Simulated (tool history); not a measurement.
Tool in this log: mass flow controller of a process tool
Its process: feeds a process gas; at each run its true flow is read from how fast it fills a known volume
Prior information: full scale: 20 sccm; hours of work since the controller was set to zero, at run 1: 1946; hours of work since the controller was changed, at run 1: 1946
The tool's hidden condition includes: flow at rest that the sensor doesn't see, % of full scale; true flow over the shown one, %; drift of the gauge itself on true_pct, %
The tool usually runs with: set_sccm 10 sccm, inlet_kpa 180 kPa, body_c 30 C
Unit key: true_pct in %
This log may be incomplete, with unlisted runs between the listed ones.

run,hour,set_sccm,inlet_kpa,body_c,hours of work since the controller was set to zero,hours of work since the controller was changed,true_pct
1,0.0,10,180,30,1946,1946,98.26
2,72.6,10,180,30,1999,1999,98.26
3,143.7,10,180,30,2051,2051,98.37
4,266.1,10,180,30,2141,2141,98.23
5,321.3,10,180,30,2181,2181,98.17
6,382.6,10,180,30,2226,2226,98.24
7,449.6,10,180,30,2275,2275,98.15
8,525.8,10,180,37,2331,2331,97.53
9,577.7,10,180,37,2369,2369,97.51
10,679.7,10,180,37,2444,2444,97.60
11,795.4,10,180,30,2528,2528,97.94
12,915.9,10,180,30,2617,2617,97.96
13,975.3,10,180,30,2660,2660,98.05
14,1056.3,10,180,30,2719,2719,98.08
15,1122.8,10,180,30,2768,2768,97.90
16,1233.0,10,180,30,2849,2849,98.02
17,1320.5,10,180,30,2913,2913,97.83
18,1412.2,10,180,30,2980,2980,97.80
19,1476.0,12,180,30,3027,3027,98.09
20,1546.8,17,211,21,3079,3079,99.11
21,1614.3,4,195,24,3128,3128,96.19

Estimate the outcome of run 22 from the log above:
22,1694.3,16,226,23,3187,3187,?

{"run 22": {"true_pct": 98.75}}
Take away the tool's hidden state, keep the run-to-run variation as it was, and the same run would have given true_pct 99.73 %.

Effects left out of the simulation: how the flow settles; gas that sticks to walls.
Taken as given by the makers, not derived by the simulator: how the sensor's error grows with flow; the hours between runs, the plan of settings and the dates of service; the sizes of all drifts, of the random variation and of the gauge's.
